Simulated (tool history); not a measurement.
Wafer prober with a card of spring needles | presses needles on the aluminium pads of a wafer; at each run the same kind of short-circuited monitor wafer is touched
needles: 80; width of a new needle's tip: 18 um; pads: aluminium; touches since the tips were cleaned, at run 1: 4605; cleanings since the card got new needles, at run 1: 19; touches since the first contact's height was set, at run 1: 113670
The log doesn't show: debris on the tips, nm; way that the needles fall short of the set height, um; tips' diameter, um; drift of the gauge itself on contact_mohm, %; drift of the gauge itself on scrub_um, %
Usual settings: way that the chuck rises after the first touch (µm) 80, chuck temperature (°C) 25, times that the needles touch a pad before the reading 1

run   hour  way that the chuck rises after the first touch (µm)  chuck temperature (°C)  times that the needles touch a pad before the reading  touches since the tips were cleaned  cleanings since the card got new needles  touches since the first contact's height was set  resistance of one needle with its contact and lead (mohm)  way that a needle slides on the pad (µm)
  1    0.0                                                   80                      25                                                      1                                 4605                                        19                                            113670                                                        144                                     14.77
       2.1  -- tips cleaned on abrasive film
  2    7.8                                                   80                      25                                                      1                                 2002                                        20                                            116378                                                        145                                     14.81
      17.5  -- tips cleaned on abrasive film
  3   21.5                                                   80                      25                                                      1                                 1426                                        21                                            121153                                                        145                                     14.72
  4   29.9                                                   80                      25                                                      1                                 4362                                        21                                            124089                                                        147                                     14.80
      33.4  -- tips cleaned on abrasive film
  5   46.4                                                   80                      71                                                      1                                 4559                                        22                                            129831                                                        157                                     14.74
      49.0  -- tips cleaned on abrasive film
  6   54.4                                                   80                      71                                                      1                                 1880                                        23                                            132589                                                        155                                     14.78
  7   62.9                                                   80                      71                                                      1                                 4892                                        23                                            135601                                                        154                                     14.77
      64.8  -- tips cleaned on abrasive film
  8   75.1                                                   80                      71                                                      1                                 3605                                        24                                            139834                                                        158                                     14.75
      80.6  -- tips cleaned on abrasive film
  9   89.7                                                   80                      71                                                      1                                 3184                                        25                                            144904                                                        151                                     14.78
      95.5  -- tips cleaned on abrasive film
 10  103.2                                                   80                      71                                                      1                                 2703                                        26                                            149629                                                        155                                     14.78
     110.6  -- tips cleaned on abrasive film
 11  118.0                                                   80                      71                                                      1                                 2593                                        27                                            154752                                                        153                                     14.80
     126.7  -- tips cleaned on abrasive film
 12  127.8                                                   80                      71                                                      1                                  396                                        28                                            158166                                                        154                                     14.80
 13  137.2                                                   82                      25                                                      1                                 3684                                        28                                            161454                                                        149                                     15.17
     142.1  -- tips cleaned on abrasive film
 14  147.1                                                   72                      25                                                      1                                 1769                                        29                                            164909                                                        149                                     13.29
     157.0  -- tips cleaned on abrasive film
 15  162.7                                                   72                      25                                                      1                                 2023                                        30                                            170350                                                        148                                     13.29
     172.7  -- tips cleaned on abrasive film
 16  174.7                                                   69                      56                                                      1                                  693                                        31                                            174512                                                        153                                     12.70
 17  187.3                                                   69                      56                                                      1                                 5126                                        31                                            178945                                                        155                                     12.71
     188.2  -- tips cleaned on abrasive film
     203.1  -- tips cleaned on abrasive film
 18  203.8                                                   80                      43                                                      1                                  258                                        33                                            184651                                                        149                                     14.76
 19  217.2                                                   80                      43                                                      1                                 4960                                        33                                            189353                                                        150                                     14.75
     218.3  -- tips cleaned on abrasive film
 20  224.3                                                   72                      39                                                      2                                 2105                                        34                                            191802                                                        150                                     13.31
     233.8  -- tips cleaned on abrasive film
 21  240.2                                                   80                      33                                                      1                                 2230                                        35                                            197330                                                        147                                     14.79
     248.6  -- tips cleaned on abrasive film
 22  254.2                                                   80                      58                                                      1                                 1986                                        36                                            202230                                                        153                                     14.81
 23  261.9                                                   62                      48                                                      3                                 4655                                        36                                            204899                                                        154                                     11.44
     264.4  -- tips cleaned on abrasive film
 24  275.9                                                   76                      25                                                      1                                 4055                                        37                                            209802                                                        146                                     14.02
     279.6  -- tips cleaned on abrasive film
     283.6  -- height of the first contact set anew
 25  288.5                                                   80                     119                                                      1                                 3011                                        38                                              1725                                                        164                                     14.82
     294.7  -- tips cleaned on abrasive film
 26  299.5                                                   71                     104                                                      1                                 1652                                        39                                              5525                                                        163                                     13.11
     310.1  -- tips cleaned on abrasive film
 27  311.3                                                   80                      25                                                      1                                  413                                        40                                              9640                                                        143                                     14.77
     325.3  -- tips cleaned on abrasive film
 28  325.6                                                   83                      25                                                      3                                  129                                        41                                             14634                                                        145                                     15.34
 29  333.9                                                   83                      25                                                      3                                 3031                                        41                                             17536                                                        146                                     15.35

5 ways to go on from here, each from the tool as it stands after run 29. What would each give?
     341.4  -- tips cleaned on abrasive film
  A  349.0                                                   84                      45                                                      2                                 2674                                        42                                             22804                                                          ?                                         ?
     341.4  -- tips cleaned on abrasive film
  B  349.0                                                   80                      25                                                      2                                 2674                                        42                                             22804                                                          ?                                         ?
     341.4  -- tips cleaned on abrasive film
  C  349.0                                                   83                     102                                                      3                                 2674                                        42                                             22804                                                          ?                                         ?
     341.4  -- tips cleaned on abrasive film
  D  349.0                                                   83                     107                                                      3                                 2674                                        42                                             22804                                                          ?                                         ?
     341.4  -- tips cleaned on abrasive film
  E  349.0                                                   83                      97                                                      3                                 2674                                        42                                             22804                                                          ?                                         ?

run  resistance of one needle with its contact and lead (mohm)  way that a needle slides on the pad (µm)
  A                                                        149                                     15.50
  B                                                        146                                     14.78
  C                                                        160                                     15.34
  D                                                        156                                     15.36
  E                                                        158                                     15.34
Without the tool's hidden state the same runs would have given:
run  resistance of one needle with its contact and lead (mohm)  way that a needle slides on the pad (µm)
  A                                                        149                                     15.50
  B                                                        146                                     14.78
  C                                                        160                                     15.34
  D                                                        156                                     15.36
  E                                                        158                                     15.34
